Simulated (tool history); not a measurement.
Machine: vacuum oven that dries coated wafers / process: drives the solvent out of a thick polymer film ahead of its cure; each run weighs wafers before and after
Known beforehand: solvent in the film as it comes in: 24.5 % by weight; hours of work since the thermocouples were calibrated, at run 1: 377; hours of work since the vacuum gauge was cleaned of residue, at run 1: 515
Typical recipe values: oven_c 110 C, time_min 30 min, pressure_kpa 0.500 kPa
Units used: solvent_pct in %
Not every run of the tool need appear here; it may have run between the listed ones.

run,day,oven_c,time_min,pressure_kpa,hours of work since the thermocouples were calibrated,hours of work since the vacuum gauge was cleaned of residue,solvent_pct
1,0.000,110,30,0.500,377,515,2.56
2,0.725,110,30,0.500,388,526,2.56
3,1.658,110,30,0.500,402,541,2.67
4,2.617,110,30,0.397,417,555,2.59
5,3.588,110,30,0.397,431,570,2.56
6,4.367,110,30,0.500,443,582,2.54
7,5.004,110,30,0.500,453,592,2.58
8,5.733,110,30,0.500,464,603,2.63
9,6.779,110,30,0.500,480,619,2.54
10,7.488,110,29,0.500,491,629,2.71
11,8.221,110,29,0.500,502,641,2.75
12,9.304,96,30,0.335,519,657,7.80
# day 9.458: oven's thermocouples calibrated
13,10.208,113,36,0.648,11,670,1.14
14,11.154,120,15,0.779,26,684,3.20
# day 11.538: oven's thermocouples calibrated, once more
15,11.696,120,15,0.779,2,691,3.42
16,12.425,120,15,0.779,14,702,3.57
17,13.408,116,15,0.359,28,717,4.79
18,14.525,116,15,0.359,45,734,4.78
19,15.167,111,17,0.342,55,744,5.65

Predict the results of run 20:
20,15.654,119,37,0.726,63,751,?

For run 20 the tool returned solvent_pct 0.54 %.
On a tool with no hidden condition, and with the same random variation, this run would have come out at solvent_pct 0.50 %.

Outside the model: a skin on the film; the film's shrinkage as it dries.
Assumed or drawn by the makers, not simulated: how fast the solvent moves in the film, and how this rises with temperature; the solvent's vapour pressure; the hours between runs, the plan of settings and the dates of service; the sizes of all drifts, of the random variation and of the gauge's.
